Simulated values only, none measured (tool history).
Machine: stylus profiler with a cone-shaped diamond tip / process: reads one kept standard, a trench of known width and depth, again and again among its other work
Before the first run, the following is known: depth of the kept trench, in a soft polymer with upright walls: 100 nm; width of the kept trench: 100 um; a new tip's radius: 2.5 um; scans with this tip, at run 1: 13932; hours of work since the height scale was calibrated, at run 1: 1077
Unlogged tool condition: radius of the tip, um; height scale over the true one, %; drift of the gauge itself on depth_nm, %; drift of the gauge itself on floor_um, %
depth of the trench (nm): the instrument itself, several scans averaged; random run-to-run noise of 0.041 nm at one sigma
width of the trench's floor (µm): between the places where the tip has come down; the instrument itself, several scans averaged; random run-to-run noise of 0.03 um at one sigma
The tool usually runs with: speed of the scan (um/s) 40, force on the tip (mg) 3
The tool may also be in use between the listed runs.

| run | hour | speed of the scan (um/s) | force on the tip (mg) | scans with this tip | hours of work since the height scale was calibrated | depth of the trench (nm) | width of the trench's floor (µm) |
|---|---|---|---|---|---|---|---|
| 1 | 0 | 40 | 3 | 13932 | 1077 | 101.43 | 97.67 |
| 2 | 10.5 | 50 | 3 | 14012 | 1083 | 101.37 | 97.68 |
| 3 | 20.5 | 50 | 3 | 14088 | 1089 | 101.41 | 97.59 |
|  | 23.7 | new tip fitted, height scale calibrated |
| 4 | 35.6 | 50 | 3 | 90 | 7 | 101.98 | 98.33 |
| 5 | 54.4 | 50 | 3 | 234 | 18 | 102.04 | 98.23 |
| 6 | 69.6 | 50 | 3 | 349 | 27 | 102.02 | 98.27 |
| 7 | 80 | 40 | 1.4 | 428 | 33 | 101.11 | 98.22 |
| 8 | 89.7 | 40 | 1.4 | 502 | 39 | 101.12 | 98.23 |
| 9 | 105 | 33 | 3.94 | 619 | 48 | 102.39 | 98.35 |
| 10 | 119.9 | 14 | 1.4 | 732 | 56 | 101.17 | 98.47 |
| 11 | 133.8 | 14 | 1.4 | 838 | 65 | 101.26 | 98.42 |
| 12 | 144.6 | 14 | 1.4 | 920 | 71 | 101.19 | 98.44 |
| 13 | 159 | 118 | 1.35 | 1029 | 79 | 101.17 | 97.46 |
| 14 | 169 | 16 | 8.12 | 1105 | 85 | 103.8 | 98.4 |
| 15 | 186.3 | 16 | 8.12 | 1237 | 96 | 103.8 | 98.42 |

Below are 5 alternative next runs, each starting from the tool's condition after run 15. Predict each:
| A | 199.9 | 40 | 8.26 | 1341 | 104 | ? | ? |
| B | 199.9 | 118 | 3 | 1341 | 104 | ? | ? |
| C | 199.9 | 71 | 2.32 | 1341 | 104 | ? | ? |
| D | 199.9 | 89 | 2.54 | 1341 | 104 | ? | ? |
| E | 199.9 | 22 | 8.12 | 1341 | 104 | ? | ? |

| run | depth of the trench (nm) | width of the trench's floor (µm) |
|---|---|---|
| A | 103.89 | 98.35 |
| B | 101.94 | 97.8 |
| C | 101.62 | 98.05 |
| D | 101.8 | 97.95 |
| E | 103.83 | 98.41 |
With the hidden condition removed and each run's random variation left untouched, the same runs would have given:
| run | depth of the trench (nm) | width of the trench's floor (µm) |
|---|---|---|
| A | 103.9 | 98.45 |
| B | 101.95 | 97.9 |
| C | 101.63 | 98.15 |
| D | 101.81 | 98.04 |
| E | 103.84 | 98.5 |
